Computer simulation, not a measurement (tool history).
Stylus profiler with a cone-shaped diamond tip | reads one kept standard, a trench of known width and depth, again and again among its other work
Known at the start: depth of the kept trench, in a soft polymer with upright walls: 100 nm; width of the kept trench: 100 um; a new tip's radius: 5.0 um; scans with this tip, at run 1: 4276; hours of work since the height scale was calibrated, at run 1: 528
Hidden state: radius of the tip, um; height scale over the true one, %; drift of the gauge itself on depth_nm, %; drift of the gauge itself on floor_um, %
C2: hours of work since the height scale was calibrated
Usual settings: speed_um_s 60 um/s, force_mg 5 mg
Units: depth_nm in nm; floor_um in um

Run 1, day 0: usual settings; scans with this tip 4276; C2 528. Result: depth_nm 101.91 nm, floor_um 97.71 um.
Run 2, day 1.062: usual settings; scans with this tip 4398; C2 543. Result: depth_nm 102.04 nm, floor_um 97.75 um.
Run 3, day 2.029: usual settings; scans with this tip 4508; C2 556. Result: depth_nm 101.96 nm, floor_um 97.69 um.
Run 4, day 3.371: usual settings; scans with this tip 4661; C2 575. Result: depth_nm 102.01 nm, floor_um 97.72 um.
Run 5, day 4.317: usual settings; scans with this tip 4769; C2 588. Result: depth_nm 102.02 nm, floor_um 97.73 um.
Run 6, day 5.104: usual settings; scans with this tip 4858; C2 599. Result: depth_nm 101.93 nm, floor_um 97.68 um.
Run 7, day 6.462: usual settings; scans with this tip 5013; C2 619. Result: depth_nm 101.9 nm, floor_um 97.68 um.
Run 8, day 7.592: usual settings; scans with this tip 5142; C2 634. Result: depth_nm 101.99 nm, floor_um 97.64 um.
Run 9, day 8.4: usual settings; scans with this tip 5234; C2 646. Result: depth_nm 101.96 nm, floor_um 97.66 um.
Run 10, day 9.375: usual settings; scans with this tip 5345; C2 660. Result: depth_nm 101.98 nm, floor_um 97.72 um.
Run 11, day 10.262: usual settings; scans with this tip 5447; C2 672. Result: depth_nm 101.94 nm, floor_um 97.73 um.
Run 12, day 11.004: usual settings but speed_um_s 15 um/s; scans with this tip 5531; C2 682. Result: depth_nm 101.85 nm, floor_um 97.74 um.
Run 13, day 11.867: usual settings but speed_um_s 15 um/s; scans with this tip 5630; C2 695. Result: depth_nm 101.94 nm, floor_um 97.67 um.
Run 14, day 12.608: usual settings but speed_um_s 15 um/s; scans with this tip 5714; C2 705. Result: depth_nm 101.93 nm, floor_um 97.69 um.
Run 15, day 13.288: usual settings but speed_um_s 15 um/s; scans with this tip 5792; C2 715. Result: depth_nm 101.86 nm, floor_um 97.66 um.
Run 16, day 14.171: usual settings but speed_um_s 15 um/s; scans with this tip 5892; C2 727. Result: depth_nm 102.04 nm, floor_um 97.71 um.
Run 17, day 15.383: usual settings; scans with this tip 6031; C2 744. Result: depth_nm 102.01 nm, floor_um 97.63 um.
Run 18, day 16.492: usual settings but force_mg 5.06 mg; scans with this tip 6158; C2 760. Result: depth_nm 101.9 nm, floor_um 97.63 um.
Run 19, day 17.508: usual settings but force_mg 5.06 mg; scans with this tip 6273; C2 774. Result: depth_nm 101.86 nm, floor_um 97.64 um.
Run 20, day 18.462: usual settings but force_mg 6.96 mg; scans with this tip 6382; C2 787. Result: depth_nm 102.47 nm, floor_um 97.66 um.
Run 21, day 19.812: usual settings but speed_um_s 110 um/s, force_mg 10.55 mg; scans with this tip 6536; C2 806. Result: depth_nm 103.31 nm, floor_um 97.66 um.
Run 22, day 21.125: usual settings but speed_um_s 35 um/s, force_mg 3.63 mg; scans with this tip 6686; C2 825. Result: depth_nm 101.54 nm, floor_um 97.63 um.
Run 23, day 22.546: usual settings but force_mg 10.1 mg; scans with this tip 6848; C2 845. Result: depth_nm 103.19 nm, floor_um 97.59 um.
Run 24, day 23.85: usual settings but speed_um_s 25 um/s, force_mg 7.71 mg; scans with this tip 6997; C2 863. Result: depth_nm 102.67 nm, floor_um 97.6 um.
Run 25, day 24.742: usual settings but speed_um_s 30 um/s, force_mg 2.16 mg; scans with this tip 7098; C2 876. Result: depth_nm 101 nm, floor_um 97.56 um.
Run 26, day 26.154: usual settings but speed_um_s 22 um/s, force_mg 5.33 mg; scans with this tip 7259; C2 896. Result: depth_nm 102.07 nm, floor_um 97.67 um.
Run 27, day 27.492: usual settings but speed_um_s 56 um/s; scans with this tip 7412; C2 915. Result: depth_nm 101.91 nm, floor_um 97.58 um.
Run 28, day 28.446: usual settings but speed_um_s 39 um/s, force_mg 2.97 mg; scans with this tip 7521; C2 928. Result: depth_nm 101.26 nm, floor_um 97.67 um.
Run 29, day 29.733: usual settings but speed_um_s 165 um/s, force_mg 5.88 mg; scans with this tip 7668; C2 946. Result: depth_nm 102.23 nm, floor_um 97.49 um.
Run 30, day 30.812: usual settings but speed_um_s 152 um/s, force_mg 5.14 mg; scans with this tip 7791; C2 961. Result: depth_nm 102.01 nm, floor_um 97.47 um.
Run 31, day 32.008: usual settings but speed_um_s 152 um/s, force_mg 5.14 mg; scans with this tip 7927; C2 978. Result: depth_nm 102.05 nm, floor_um 97.44 um.
Run 32, day 32.85: usual settings but speed_um_s 113 um/s, force_mg 2.36 mg; scans with this tip 8023; C2 990. Result: depth_nm 101.06 nm, floor_um 97.4 um.
Run 33, day 34.262: usual settings but force_mg 4.34 mg; scans with this tip 8184; C2 1010. Result: depth_nm 101.74 nm, floor_um 97.57 um.
Run 34, day 34.888: usual settings but speed_um_s 16 um/s, force_mg 7.05 mg; scans with this tip 8256; C2 1019. Result: depth_nm 102.42 nm, floor_um 97.59 um.
Run 35, day 36.304: usual settings but speed_um_s 219 um/s, force_mg 4.83 mg; scans with this tip 8417; C2 1039. Result: depth_nm 101.87 nm, floor_um 97.31 um.
Run 36, day 37.546: usual settings but speed_um_s 112 um/s, force_mg 2.53 mg; scans with this tip 8559; C2 1056. Result: depth_nm 101.12 nm, floor_um 97.41 um.

Forecast each of these 3 alternatives for the next run:
Run A, day 38.608: usual settings but force_mg 2.53 mg; scans with this tip 8680; C2 1071. Result: depth_nm ?, floor_um ?.
Run B, day 38.608: usual settings but speed_um_s 178 um/s, force_mg 6.41 mg; scans with this tip 8680; C2 1071. Result: depth_nm ?, floor_um ?.
Run C, day 38.608: usual settings but speed_um_s 34 um/s, force_mg 2.53 mg; scans with this tip 8680; C2 1071. Result: depth_nm ?, floor_um ?.

run  depth_nm  floor_um
  A    101.14     97.52
  B    102.32     97.39
  C    101.21     97.56
Without the tool's hidden state the same runs would have given:
run  depth_nm  floor_um
  A    101.38     97.93
  B    102.58     97.81
  C    101.46     97.98
